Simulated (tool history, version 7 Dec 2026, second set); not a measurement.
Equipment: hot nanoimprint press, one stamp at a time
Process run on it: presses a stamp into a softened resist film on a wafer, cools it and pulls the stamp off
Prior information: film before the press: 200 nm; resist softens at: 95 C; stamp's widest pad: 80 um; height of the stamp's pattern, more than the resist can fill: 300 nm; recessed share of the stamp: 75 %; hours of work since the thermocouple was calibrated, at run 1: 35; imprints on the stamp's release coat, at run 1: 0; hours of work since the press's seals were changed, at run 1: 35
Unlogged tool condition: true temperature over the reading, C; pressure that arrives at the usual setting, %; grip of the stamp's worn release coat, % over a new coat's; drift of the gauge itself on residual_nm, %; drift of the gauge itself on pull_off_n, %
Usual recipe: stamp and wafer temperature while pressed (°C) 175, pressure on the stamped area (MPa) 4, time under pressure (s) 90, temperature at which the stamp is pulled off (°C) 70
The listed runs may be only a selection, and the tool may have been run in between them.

run    hour  stamp and wafer temperature while pressed (°C)  pressure on the stamped area (MPa)  time under pressure (s)  temperature at which the stamp is pulled off (°C)  hours of work since the thermocouple was calibrated  imprints on the stamp's release coat  hours of work since the press's seals were changed  resist left under the stamp's widest pad (angstrom)  greatest force while the stamp is pulled off (N)
  1       0                                             175                                   4                       90                                                 70                                                   35                                     0                                                  35                                                  851                                               202
  2    26.2                                             175                                   4                       90                                                 70                                                   56                                    67                                                  56                                                  845                                               209
  3    81.1                                             175                                   4                       90                                                 70                                                   98                                   206                                                  98                                                  846                                               214
  4     126                                             175                                   4                       90                                                 70                                                  133                                   319                                                 133                                                  843                                               220
  5   150.3                                             175                                   4                       90                                                 70                                                  152                                   381                                                 152                                                  844                                               229
  6   181.1                                             175                                   4                       90                                                 70                                                  176                                   459                                                 176                                                  848                                               238
  7     230                                             175                                   4                       90                                                 70                                                  215                                   583                                                 215                                                  838                                               246
  8   284.6                                             175                                   4                       90                                                 70                                                  257                                   721                                                 257                                                  836                                               257
  9   326.8                                             175                                6.14                       90                                                 70                                                  290                                   828                                                 290                                                  688                                               259
 10   351.7                                             175                                   4                       90                                                 74                                                  310                                   892                                                 310                                                  833                                               250
        395  -- plate thermocouple calibrated
 11   410.8                                             175                                   4                       90                                                 74                                                   12                                  1033                                                 353                                                  826                                               252
 12   453.7                                             175                                   4                       90                                                 74                                                   46                                  1142                                                 387                                                  823                                               283
 13   504.7                                             175                                   4                       90                                                 74                                                   86                                  1271                                                 426                                                  822                                               284
 14   555.4                                             175                                   4                       90                                                 70                                                  125                                  1400                                                 466                                                  820                                               299
 15   603.1                                             175                                   4                       90                                                 70                                                  162                                  1521                                                 503                                                  823                                               319
      656.5  -- stamp cleaned and given a new release coat
 16   658.5                                             182                                4.51                      144                                                 69                                                  201                                     5                                                 542                                                  474                                               199
 17   688.4                                             182                                4.51                      144                                                 69                                                  224                                    81                                                 565                                                  474                                               205
      746.3  -- plate thermocouple calibrated, once more
 18   746.3                                             182                                4.51                      144                                                 69                                                    0                                   220                                                 608                                                  503                                               216
 19   777.3                                             182                                2.41                      144                                                 69                                                   24                                   299                                                 632                                                  675                                               230
 20   803.1                                             177                                   4                       85                                                 59                                                   44                                   364                                                 652                                                  824                                               262
 21   849.7                                             175                                3.68                       90                                                 70                                                   81                                   482                                                 689                                                  901                                               230
 22   887.6                                             175                                4.49                       90                                                 66                                                  110                                   578                                                 718                                                  824                                               263
 23   926.1                                             169                                4.49                       53                                                 75                                                  140                                   676                                                 748                                                 1250                                               231
 24   952.5                                             169                                4.49                       53                                                 75                                                  161                                   742                                                 769                                                 1251                                               243
 25   998.6                                             175                                   4                      150                                                 66                                                  197                                   859                                                 805                                                  698                                               280
 26  1037.7                                             175                                   4                      150                                                 66                                                  227                                   958                                                 835                                                  696                                               287
     1075.9  -- press's hydraulic seals changed and the load cell set to zero
 27  1086.1                                             175                                4.96                       47                                                 66                                                  259                                  1061                                                   8                                                  980                                               297
 28    1130                                             175                                4.67                       90                                                 59                                                  293                                  1172                                                  42                                                  780                                               337
 29  1172.6                                             175                                2.62                      122                                                 56                                                  326                                  1280                                                  75                                                  891                                               360
     1194.9  -- plate thermocouple calibrated
 30  1209.3                                             175                                2.62                      122                                                 56                                                   11                                  1365                                                 102                                                  916                                               364

Hidden condition of the tool, last listed run before each entry between runs versus first listed run after:
From run 10 to run 11: plate thermocouple calibrated (hour 395)
  true temperature over the reading, C: 0.83 -> 1.07; pressure that arrives at the usual setting, %: 98.07 -> 97.8; grip of the stamp's worn release coat, % over a new coat's: 34.6 -> 40.5
  measured less the result without the state, resist left under the stamp's widest pad (angstrom): -22 -> -29; greatest force while the stamp is pulled off (N): +62 -> +70
From run 15 to run 16: stamp cleaned and given a new release coat (hour 656.5)
  true temperature over the reading, C: 1.38 -> 1.46; pressure that arrives at the usual setting, %: 96.84 -> 96.61; grip of the stamp's worn release coat, % over a new coat's: 61.6 -> 0.2
  measured less the result without the state, resist left under the stamp's widest pad (angstrom): -35 -> -20; greatest force while the stamp is pulled off (N): +118 -> -3
From run 17 to run 18: plate thermocouple calibrated, once more (hour 746.3)
  true temperature over the reading, C: 1.51 -> 0; pressure that arrives at the usual setting, %: 96.47 -> 96.22; grip of the stamp's worn release coat, % over a new coat's: 3 -> 8.1
  measured less the result without the state, resist left under the stamp's widest pad (angstrom): -20 -> +10; greatest force while the stamp is pulled off (N): +2 -> +16
From run 26 to run 27: press's hydraulic seals changed and the load cell set to zero (hour 1075.9)
  true temperature over the reading, C: 0.48 -> 0.54; pressure that arrives at the usual setting, %: 94.78 -> 100.34; grip of the stamp's worn release coat, % over a new coat's: 37.4 -> 41.7
  measured less the result without the state, resist left under the stamp's widest pad (angstrom): +2 -> -22; greatest force while the stamp is pulled off (N): +77 -> +86
From run 29 to run 30: plate thermocouple calibrated (hour 1194.9)
  true temperature over the reading, C: 0.69 -> -0.14; pressure that arrives at the usual setting, %: 99.91 -> 99.75; grip of the stamp's worn release coat, % over a new coat's: 51 -> 54.7
  measured less the result without the state, resist left under the stamp's widest pad (angstrom): -24 -> +6; greatest force while the stamp is pulled off (N): +119 -> +129

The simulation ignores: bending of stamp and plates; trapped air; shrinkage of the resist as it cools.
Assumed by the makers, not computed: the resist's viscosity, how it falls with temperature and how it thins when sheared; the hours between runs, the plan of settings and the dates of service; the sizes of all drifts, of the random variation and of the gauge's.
